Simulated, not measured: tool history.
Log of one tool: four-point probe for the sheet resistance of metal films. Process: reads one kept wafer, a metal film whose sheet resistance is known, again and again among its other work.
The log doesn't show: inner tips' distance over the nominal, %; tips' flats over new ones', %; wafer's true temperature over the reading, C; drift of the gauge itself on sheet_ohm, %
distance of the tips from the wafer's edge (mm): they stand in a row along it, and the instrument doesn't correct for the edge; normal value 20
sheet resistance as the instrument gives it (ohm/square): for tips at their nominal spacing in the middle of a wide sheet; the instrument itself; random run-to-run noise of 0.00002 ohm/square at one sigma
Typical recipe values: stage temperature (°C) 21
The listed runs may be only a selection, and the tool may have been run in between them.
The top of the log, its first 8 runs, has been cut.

run	hour	stage temperature (°C)	distance of the tips from the wafer's edge (mm)	touches since the probe head was changed	hours of work since the stage's thermometer was calibrated	sheet resistance as the instrument gives it (ohm/square)
9	155.9	21	20	41187	606	0.101914
10	184	21	9	42174	627	0.102076
11	209.3	21	5	43061	646	0.102507
12	227.8	21	5	43710	660	0.102459
13	243.8	28	20	44274	672	0.101966
14	267.3	28	20	45099	689	0.101976
15	293	21	20	46003	708	0.101974
16	311.5	33	20	46650	722	0.10199
17	336.5	33	20	47531	741	0.101982
18	359.3	21	20	48330	758	0.102008
19	388.4	21	20	49353	779	0.102014
20	414.3	21	20	50262	799	0.102016
21	435.5	28	20	51008	815	0.10203
22	461.2	32	20	51911	834	0.102088
23	476.8	32	20	52459	845	0.102038
24	503.1	32	20	53381	865	0.102092
25	518.1	25	5	53910	876	0.102568
26	539.7	29	24	54666	892	0.102146
27	566	20	4	55591	912	0.102918
28	592.5	20	4	56520	932	0.102966
29	619.6	31	25	57474	952	0.102099

Run 30 has not been measured yet. What should we expect?
30	648.6	26	30	58490	974	?

sheet resistance as the instrument gives it (ohm/square): 0.102106
Had the tool carried no hidden state, the very same run would have given sheet resistance as the instrument gives it (ohm/square) 0.10192.

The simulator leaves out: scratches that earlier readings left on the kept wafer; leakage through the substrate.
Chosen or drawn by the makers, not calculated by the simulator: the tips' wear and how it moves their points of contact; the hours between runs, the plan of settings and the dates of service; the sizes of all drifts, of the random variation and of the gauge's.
